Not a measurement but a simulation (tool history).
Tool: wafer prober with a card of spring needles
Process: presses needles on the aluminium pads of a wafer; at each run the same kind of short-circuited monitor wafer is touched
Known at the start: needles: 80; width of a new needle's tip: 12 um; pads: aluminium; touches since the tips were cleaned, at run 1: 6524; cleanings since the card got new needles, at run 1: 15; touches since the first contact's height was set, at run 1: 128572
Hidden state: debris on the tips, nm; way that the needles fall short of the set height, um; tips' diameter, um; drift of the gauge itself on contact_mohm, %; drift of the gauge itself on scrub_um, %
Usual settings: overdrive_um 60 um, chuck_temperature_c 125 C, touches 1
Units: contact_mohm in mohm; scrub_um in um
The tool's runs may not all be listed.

run	hour	overdrive_um	chuck_temperature_c	touches	touches since the tips were cleaned	cleanings since the card got new needles	touches since the first contact's height was set	contact_mohm	scrub_um
1	0.0	60	125	1	6524	15	128572	420	14.91
# hour 7.0: tips cleaned on abrasive film
# hour 39.1: tips cleaned on abrasive film
2	39.1	47	125	1	0	17	137976	286	11.54
# hour 72.1: tips cleaned on abrasive film
3	72.6	60	39	1	125	18	146030	257	14.89
# hour 104.2: tips cleaned on abrasive film
4	112.6	60	39	1	2031	19	155668	336	14.82
# hour 136.6: tips cleaned on abrasive film
5	152.4	60	39	1	3805	20	165244	388	14.77
# hour 170.3: tips cleaned on abrasive film
6	171.9	60	93	1	403	21	169941	291	14.78
7	198.6	60	125	2	6846	21	176384	364	14.77
# hour 204.2: tips cleaned on abrasive film
8	227.0	60	125	1	5508	22	183208	409	14.76
# hour 237.3: tips cleaned on abrasive film
9	265.8	60	73	1	6881	23	192572	420	14.74
# hour 271.9: tips cleaned on abrasive film
10	301.4	60	73	1	7113	24	201127	431	14.76
# hour 305.2: tips cleaned on abrasive film
11	325.6	60	73	1	4934	25	206965	401	14.69
# hour 337.1: tips cleaned on abrasive film
# hour 343.0: height of the first contact set anew
12	347.9	60	125	1	2513	26	1161	355	15.31
# hour 371.1: tips cleaned on abrasive film
13	386.6	60	125	1	3745	27	10494	383	15.25
# hour 405.6: tips cleaned on abrasive film
14	420.2	60	125	1	3528	28	18575	383	15.21
# hour 438.5: tips cleaned on abrasive film
15	454.8	60	125	1	3932	29	26913	389	15.27
# hour 471.8: tips cleaned on abrasive film
16	489.9	64	125	1	4375	30	35375	375	16.13
# hour 505.3: tips cleaned on abrasive film
17	515.3	64	125	1	2405	31	41473	342	16.16
# hour 539.2: tips cleaned on abrasive film
18	546.7	64	125	1	1807	32	49033	338	16.16
19	570.0	64	125	1	7428	32	54654	413	16.16
# hour 573.8: tips cleaned on abrasive film
# hour 608.5: tips cleaned on abrasive film
20	608.5	43	96	2	0	34	63900	274	10.74
21	634.6	43	96	2	6317	34	70217	454	10.78
# hour 641.4: tips cleaned on abrasive film
22	656.5	70	52	1	3629	35	75465	345	17.66
# hour 673.8: tips cleaned on abrasive film
23	674.1	70	52	1	83	36	79700	257	17.62
# hour 706.9: tips cleaned on abrasive film
24	709.2	45	44	1	543	37	88144	312	11.22

Forecast each of these 5 alternatives for the next run:
# hour 740.0: tips cleaned on abrasive film
A	742.6	55	114	1	639	38	96193	?	?
# hour 740.0: tips cleaned on abrasive film
B	742.6	65	26	3	639	38	96193	?	?
# hour 740.0: tips cleaned on abrasive film
C	742.6	79	93	2	639	38	96193	?	?
# hour 740.0: tips cleaned on abrasive film
D	742.6	45	44	2	639	38	96193	?	?
# hour 740.0: tips cleaned on abrasive film
E	742.6	45	116	1	639	38	96193	?	?

run	contact_mohm	scrub_um
A	311	13.72
B	249	16.30
C	267	19.81
D	293	11.13
E	340	11.17
Without the tool's hidden state the same runs would have given:
run	contact_mohm	scrub_um
A	266	14.03
B	234	16.61
C	251	20.13
D	249	11.44
E	275	11.49
